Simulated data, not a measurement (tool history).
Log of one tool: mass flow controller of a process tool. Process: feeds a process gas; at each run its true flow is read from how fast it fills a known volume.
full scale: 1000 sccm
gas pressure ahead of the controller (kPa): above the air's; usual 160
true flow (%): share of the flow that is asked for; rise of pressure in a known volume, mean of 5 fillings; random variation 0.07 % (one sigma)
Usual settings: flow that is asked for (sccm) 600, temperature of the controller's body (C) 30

run,day,flow that is asked for (sccm),gas pressure ahead of the controller (kPa),temperature of the controller's body (C),true flow (%)
1,0,600,160,30,101.51
2,11.179,600,160,30,101.49
3,15.858,600,160,30,101.5
4,23.046,600,160,30,101.6
5,31.938,862,160,30,101.82
6,43.15,862,160,30,101.96
7,53.362,862,160,30,101.98
# day 55.408: controller's zero set anew
8,61.796,600,160,30,102.64
9,69.642,600,160,24,102.35
10,76.562,600,160,24,102.39
11,85.229,600,241,30,103.07
12,90.233,600,160,20,102.3
13,96.012,600,160,30,102.79
# day 97.1: controller's zero set anew, once more
14,102.421,376,172,22,99.08
15,112,600,160,31,100.18
16,122.233,600,160,31,100.31
17,131.208,258,178,40,100.23
18,138.504,258,178,40,100.25
19,146.054,598,178,30,100.43
20,155.45,598,178,34,100.7
21,165.096,600,192,39,101.12
22,172.283,600,192,39,101.18
23,182.471,600,192,39,101.18
24,192.304,600,280,31,101.03
25,198.742,312,144,22,99.74

Forecast each of these 5 alternatives for the next run:
A,207.854,191,215,26,?
B,207.854,167,208,22,?
C,207.854,312,141,31,?
D,207.854,246,240,39,?
E,207.854,600,188,30,?

run,true flow (%)
A,100.48
B,100.4
C,100.36
D,101.2
E,100.87
Without the tool's hidden state the same runs would have given:
run,true flow (%)
A,97.55
B,97.24
C,98.04
D,98.62
E,99.01
